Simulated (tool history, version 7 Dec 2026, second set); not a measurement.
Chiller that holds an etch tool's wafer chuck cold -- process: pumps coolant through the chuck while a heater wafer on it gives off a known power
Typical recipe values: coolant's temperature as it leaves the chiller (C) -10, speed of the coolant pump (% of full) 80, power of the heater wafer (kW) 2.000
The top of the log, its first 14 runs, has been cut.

| run | hour | coolant's temperature as it leaves the chiller (C) | speed of the coolant pump (% of full) | power of the heater wafer (kW) | hours since the coolant was changed and the channels were flushed | hours since the pump was overhauled | hours since the chiller's thermometer was calibrated | chuck's temperature once it has settled (C) | how much warmer the coolant comes back (C) |
|---|---|---|---|---|---|---|---|---|---|
| 15 | 472.2 | -10 | 80 | 1.099 | 5238 | 2275 | 3011 | -1.2 | 5.16 |
| 16 | 492.9 | -10 | 75 | 1.099 | 5258 | 2296 | 3032 | -0.7 | 5.52 |
| 17 | 513.0 | -3 | 64 | 1.079 | 5279 | 2316 | 3052 | 7.3 | 6.26 |
| 18 | 543.0 | -3 | 64 | 1.079 | 5309 | 2346 | 3082 | 7.4 | 6.32 |
| 19 | 578.8 | -1 | 68 | 2.000 | 5344 | 2382 | 3117 | 17.4 | 10.97 |
| 20 | 621.1 | -1 | 68 | 2.000 | 5387 | 2424 | 3160 | 17.2 | 10.90 |
| 21 | 649.6 | -10 | 76 | 2.260 | 5415 | 2452 | 3188 | 9.0 | 11.08 |
| 22 | 680.3 | -10 | 76 | 2.260 | 5446 | 2483 | 3219 | 8.9 | 11.16 |
| 23 | 705.5 | -4 | 80 | 1.133 | 5471 | 2508 | 3244 | 5.2 | 5.44 |
| 24 | 746.7 | -12 | 92 | 2.000 | 5512 | 2550 | 3285 | 2.7 | 8.24 |
| 25 | 790.7 | -12 | 92 | 2.000 | 5556 | 2594 | 3329 | 2.6 | 8.25 |
| 26 | 823.3 | -9 | 93 | 2.005 | 5589 | 2626 | 3362 | 5.6 | 8.24 |
| 27 | 844.8 | -9 | 93 | 1.913 | 5610 | 2648 | 3383 | 4.7 | 7.82 |
| 28 | 885.3 | -9 | 93 | 1.913 | 5651 | 2688 | 3424 | 5.0 | 7.88 |
| 29 | 924.0 | -12 | 79 | 1.163 | 5690 | 2727 | 3463 | -2.5 | 5.66 |
| 30 | 958.6 | -12 | 61 | 1.275 | 5724 | 2761 | 3497 | 0.7 | 7.87 |
| 31 | 990.9 | -5 | 80 | 2.132 | 5756 | 2794 | 3530 | 12.3 | 10.11 |
| 32 | 1017.5 | -18 | 89 | 1.589 | 5783 | 2820 | 3556 | -6.3 | 6.89 |

Each row is a separate what-if for the run after 32, all from the same tool condition, not one after another. Results?
| A | 1060.0 | -10 | 67 | 2.000 | 5826 | 2863 | 3599 | ? | ? |
| B | 1060.0 | -8 | 72 | 1.575 | 5826 | 2863 | 3599 | ? | ? |
| C | 1060.0 | -11 | 67 | 1.049 | 5826 | 2863 | 3599 | ? | ? |

| run | chuck's temperature once it has settled (C) | how much warmer the coolant comes back (C) |
|---|---|---|
| A | 8.6 | 11.19 |
| B | 5.9 | 8.30 |
| C | -1.3 | 6.06 |
What these runs would have given with no unlogged condition in the tool:
| run | chuck's temperature once it has settled (C) | how much warmer the coolant comes back (C) |
|---|---|---|
| A | 8.5 | 10.86 |
| B | 5.9 | 7.98 |
| C | -1.4 | 5.73 |

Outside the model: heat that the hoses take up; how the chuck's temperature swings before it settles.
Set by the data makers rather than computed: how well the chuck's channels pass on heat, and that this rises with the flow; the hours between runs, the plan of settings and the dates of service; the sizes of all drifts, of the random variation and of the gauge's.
